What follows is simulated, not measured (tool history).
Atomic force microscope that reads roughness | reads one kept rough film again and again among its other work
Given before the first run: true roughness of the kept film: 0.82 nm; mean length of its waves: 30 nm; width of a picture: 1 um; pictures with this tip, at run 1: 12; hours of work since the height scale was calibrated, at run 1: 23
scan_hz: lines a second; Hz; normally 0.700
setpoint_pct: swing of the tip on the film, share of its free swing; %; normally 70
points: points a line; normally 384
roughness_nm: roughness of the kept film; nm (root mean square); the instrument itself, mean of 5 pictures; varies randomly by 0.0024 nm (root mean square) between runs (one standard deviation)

run	hour	scan_hz	setpoint_pct	points	pictures with this tip	hours of work since the height scale was calibrated	roughness_nm
1	0.0	0.700	70	384	12	23	0.784
2	6.3	0.700	70	384	25	28	0.784
3	12.1	0.700	70	384	38	32	0.783
4	17.8	0.700	87	384	49	36	0.763
5	26.3	0.700	87	384	67	43	0.762
6	34.6	0.700	87	384	85	49	0.758
7	45.1	0.700	87	384	107	57	0.755
# hour 54.3: new tip fitted
8	55.4	0.700	70	384	2	65	0.784
9	65.8	0.700	70	384	24	73	0.785
10	74.8	0.700	70	384	43	80	0.779
11	79.9	0.700	70	384	54	84	0.776
12	84.4	0.700	70	384	63	87	0.778
13	94.7	0.700	70	384	85	95	0.777
14	104.8	0.700	70	384	106	103	0.768
# hour 114.7: new tip fitted
15	116.3	0.700	70	384	4	111	0.787
16	121.1	0.700	70	320	14	115	0.782
17	126.5	0.700	70	320	25	119	0.780
18	134.4	0.700	70	320	42	125	0.780
19	141.1	0.700	70	764	56	130	0.786
20	150.3	0.700	70	764	75	137	0.780
21	155.6	0.700	70	639	86	141	0.776
22	163.6	0.700	78	384	103	147	0.762
23	168.7	0.700	70	257	114	151	0.763
# hour 174.4: new tip fitted
24	175.3	0.700	70	384	2	156	0.790
25	185.3	0.700	70	263	23	164	0.778
26	195.0	0.700	74	263	43	171	0.771
27	203.9	0.700	74	263	62	178	0.767
28	212.4	0.530	78	390	79	184	0.774
29	223.2	2.556	77	277	102	193	0.723
30	229.1	0.851	65	873	115	197	0.774
# hour 234.4: new tip fitted
31	235.0	0.700	64	764	1	201	0.798
32	240.5	0.700	64	764	12	206	0.793
33	246.5	0.700	64	764	25	210	0.786
34	252.6	0.700	64	764	38	215	0.786
35	262.8	0.700	64	458	59	223	0.783
36	270.9	1.731	64	458	76	229	0.766
37	278.8	1.501	67	315	93	235	0.755
38	289.8	1.501	67	315	116	243	0.756
# hour 295.2: new tip fitted
39	300.0	1.501	67	315	10	251	0.774
40	308.5	1.501	67	315	28	257	0.771
41	315.3	0.562	72	818	42	263	0.783
42	320.9	0.686	62	754	54	267	0.785
43	330.9	2.957	69	638	75	275	0.749
44	338.6	1.809	72	365	91	280	0.750
45	349.0	1.809	72	365	113	288	0.745
# hour 355.2: new tip fitted
46	359.9	1.809	72	365	10	296	0.763
47	370.1	1.586	72	1007	31	304	0.770
48	376.2	2.117	79	384	44	309	0.740
49	387.2	2.117	79	384	67	317	0.739
50	392.5	2.117	79	384	78	321	0.734
51	401.2	1.936	62	384	96	328	0.763
52	406.2	1.936	62	384	107	332	0.761
53	411.6	0.894	58	563	118	336	0.775

Below are 3 alternative next runs, each starting from the tool's condition after run 53. Predict each:
# hour 415.6: new tip fitted
A	421.1	0.700	70	430	12	343	?
# hour 415.6: new tip fitted
B	421.1	1.146	70	384	12	343	?
# hour 415.6: new tip fitted
C	421.1	0.681	58	965	12	343	?

run	roughness_nm
A	0.785
B	0.777
C	0.791
What these runs would have given with no unlogged condition in the tool:
run	roughness_nm
A	0.789
B	0.780
C	0.794

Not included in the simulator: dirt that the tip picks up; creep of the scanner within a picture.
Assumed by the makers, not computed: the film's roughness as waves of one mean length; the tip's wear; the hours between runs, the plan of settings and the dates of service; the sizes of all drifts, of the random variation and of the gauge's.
